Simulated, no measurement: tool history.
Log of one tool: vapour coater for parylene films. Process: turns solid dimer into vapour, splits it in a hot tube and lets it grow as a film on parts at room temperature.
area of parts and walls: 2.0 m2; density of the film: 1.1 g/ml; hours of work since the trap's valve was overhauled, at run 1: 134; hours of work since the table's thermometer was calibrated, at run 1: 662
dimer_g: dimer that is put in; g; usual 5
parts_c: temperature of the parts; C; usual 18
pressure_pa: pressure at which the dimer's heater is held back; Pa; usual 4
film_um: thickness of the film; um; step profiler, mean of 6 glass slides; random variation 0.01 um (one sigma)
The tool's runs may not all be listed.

run,hour,dimer_g,parts_c,pressure_pa,hours of work since the trap's valve was overhauled,hours of work since the table's thermometer was calibrated,film_um
1,0,5,18,4,134,662,1.16
2,57.3,5,18,4,181,709,1.15
3,94,5,25,4,211,739,0.86
4,144.4,5,25,4,253,781,0.87
5,185.2,5,25,4,287,814,0.86
6,249.2,5,18,4,339,867,1.14
# hour 284.6: trap's valve overhauled
7,324.8,5,18,4,33,926,1.15
8,363.5,5,18,4,65,958,1.15
# hour 413.4: table's thermometer calibrated
9,435.3,6,18,4,123,18,1.38
10,494.3,6,18,4,172,67,1.38
11,557.4,6,18,4,224,119,1.39
12,619.9,6,18,4,276,170,1.39
13,663.5,6,18,4,312,206,1.39
# hour 730.5: trap's valve overhauled
14,730.5,6,18,4,0,258,1.4
15,774.1,6,18,4,36,294,1.39
16,831.7,6,18,4,84,342,1.39
17,874.8,6,18,4,119,377,1.39
18,917.8,6,18,4,154,413,1.39
19,993,6,18,4,216,475,1.39
20,1058.3,8,13,11.8,270,528,1.98
21,1121.9,8,13,11.8,323,581,2.01
# hour 1174.8: trap's valve overhauled
22,1208,3,13,11.8,27,649,0.75
23,1258.3,2,18,4.07,69,690,0.46
24,1295.8,2,18,4.12,100,721,0.44

5 ways to go on from here, each from the tool as it stands after run 24. What would each give?
A,1334.5,2,11,3.53,132,753,?
B,1334.5,2,12,4.12,132,753,?
C,1334.5,7,16,4,132,753,?
D,1334.5,7,22,10.36,132,753,?
E,1334.5,4,18,4.12,132,753,?

run,film_um
A,0.62
B,0.6
C,1.78
D,1.19
E,0.91
Without the tool's hidden state the same runs would have given:
run,film_um
A,0.62
B,0.6
C,1.78
D,1.19
E,0.91
